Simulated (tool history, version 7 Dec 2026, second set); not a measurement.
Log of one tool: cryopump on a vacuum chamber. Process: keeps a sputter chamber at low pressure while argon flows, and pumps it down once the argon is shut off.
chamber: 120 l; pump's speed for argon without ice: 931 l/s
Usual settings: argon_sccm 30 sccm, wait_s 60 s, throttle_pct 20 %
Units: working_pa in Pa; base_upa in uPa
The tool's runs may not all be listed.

run 1 hour=0 | argon_sccm=30 wait_s=60 throttle_pct=20 | working_pa=0.2743 base_upa=1.68
run 2 hour=84.5 | argon_sccm=30 wait_s=60 throttle_pct=20 | working_pa=0.2762 base_upa=1.7
run 3 hour=168.5 | argon_sccm=30 wait_s=60 throttle_pct=20 | working_pa=0.2755 base_upa=1.85
run 4 hour=247.9 | argon_sccm=30 wait_s=60 throttle_pct=20 | working_pa=0.2768 base_upa=1.89
run 5 hour=297.7 | argon_sccm=30 wait_s=60 throttle_pct=20 | working_pa=0.2762 base_upa=1.97
run 6 hour=367.6 | argon_sccm=30 wait_s=176 throttle_pct=20 | working_pa=0.2799 base_upa=1.57
run 7 hour=432 | argon_sccm=30 wait_s=176 throttle_pct=20 | working_pa=0.2789 base_upa=1.59
run 8 hour=474.8 | argon_sccm=30 wait_s=176 throttle_pct=20 | working_pa=0.2809 base_upa=1.64
run 9 hour=545.2 | argon_sccm=30 wait_s=176 throttle_pct=20 | working_pa=0.2789 base_upa=1.62
run 10 hour=626.1 | argon_sccm=30 wait_s=176 throttle_pct=20 | working_pa=0.2814 base_upa=1.68
run 11 hour=676.7 | argon_sccm=30 wait_s=176 throttle_pct=20 | working_pa=0.2804 base_upa=1.75
run 12 hour=765.4 | argon_sccm=30 wait_s=60 throttle_pct=20 | working_pa=0.283 base_upa=2.19
run 13 hour=821.3 | argon_sccm=30 wait_s=60 throttle_pct=20 | working_pa=0.2835 base_upa=2.29
run 14 hour=899.5 | argon_sccm=30 wait_s=60 throttle_pct=20 | working_pa=0.2821 base_upa=2.28
run 15 hour=972.1 | argon_sccm=30 wait_s=60 throttle_pct=20 | working_pa=0.284 base_upa=2.27
run 16 hour=1017.3 | argon_sccm=30 wait_s=60 throttle_pct=20 | working_pa=0.2823 base_upa=2.37
-- hour=1060.7 pump warmed up, emptied and cooled again
run 17 hour=1088.3 | argon_sccm=49 wait_s=60 throttle_pct=20 | working_pa=0.449 base_upa=2.09
run 18 hour=1126.3 | argon_sccm=30 wait_s=214 throttle_pct=43 | working_pa=0.1278 base_upa=1.7
run 19 hour=1199.2 | argon_sccm=30 wait_s=214 throttle_pct=43 | working_pa=0.1287 base_upa=1.76
run 20 hour=1283.4 | argon_sccm=38 wait_s=68 throttle_pct=29 | working_pa=0.2407 base_upa=2.16
run 21 hour=1348.1 | argon_sccm=38 wait_s=68 throttle_pct=29 | working_pa=0.2438 base_upa=2.25
run 22 hour=1384.8 | argon_sccm=38 wait_s=68 throttle_pct=29 | working_pa=0.244 base_upa=2.13
run 23 hour=1465.8 | argon_sccm=38 wait_s=68 throttle_pct=29 | working_pa=0.2438 base_upa=2.28
run 24 hour=1530.2 | argon_sccm=21 wait_s=60 throttle_pct=24 | working_pa=0.1624 base_upa=2.33
run 25 hour=1607.1 | argon_sccm=23 wait_s=136 throttle_pct=54 | working_pa=0.0817 base_upa=2.11
run 26 hour=1685.9 | argon_sccm=30 wait_s=60 throttle_pct=19 | working_pa=0.2939 base_upa=2.45
run 27 hour=1767.1 | argon_sccm=15 wait_s=60 throttle_pct=15 | working_pa=0.1857 base_upa=2.55
run 28 hour=1846 | argon_sccm=24 wait_s=161 throttle_pct=20 | working_pa=0.2226 base_upa=2.2
run 29 hour=1910.5 | argon_sccm=24 wait_s=161 throttle_pct=20 | working_pa=0.2237 base_upa=2.23
run 30 hour=1961.7 | argon_sccm=24 wait_s=161 throttle_pct=19 | working_pa=0.2348 base_upa=2.3
run 31 hour=2048.8 | argon_sccm=30 wait_s=190 throttle_pct=20 | working_pa=0.2826 base_upa=2.38
run 32 hour=2114.2 | argon_sccm=23 wait_s=54 throttle_pct=20 | working_pa=0.2159 base_upa=2.9
run 33 hour=2153 | argon_sccm=48 wait_s=43 throttle_pct=20 | working_pa=0.4523 base_upa=3.01

Forecast each of these 5 alternatives for the next run:
run A hour=2202.2 | argon_sccm=30 wait_s=25 throttle_pct=20 | working_pa=? base_upa=?
run B hour=2202.2 | argon_sccm=18 wait_s=43 throttle_pct=20 | working_pa=? base_upa=?
run C hour=2202.2 | argon_sccm=30 wait_s=253 throttle_pct=54 | working_pa=? base_upa=?
run D hour=2202.2 | argon_sccm=30 wait_s=69 throttle_pct=26 | working_pa=? base_upa=?
run E hour=2202.2 | argon_sccm=30 wait_s=27 throttle_pct=20 | working_pa=? base_upa=?

run=A working_pa=0.2815 base_upa=3.71
run=B working_pa=0.1701 base_upa=3.12
run=C working_pa=0.1112 base_upa=2.41
run=D working_pa=0.2189 base_upa=2.84
run=E working_pa=0.2835 base_upa=3.63
Without the tool's hidden state the same runs would have given:
run=A working_pa=0.2713 base_upa=1.83
run=B working_pa=0.1639 base_upa=1.23
run=C working_pa=0.101 base_upa=0.49
run=D working_pa=0.2087 base_upa=0.89
run=E working_pa=0.2732 base_upa=1.71
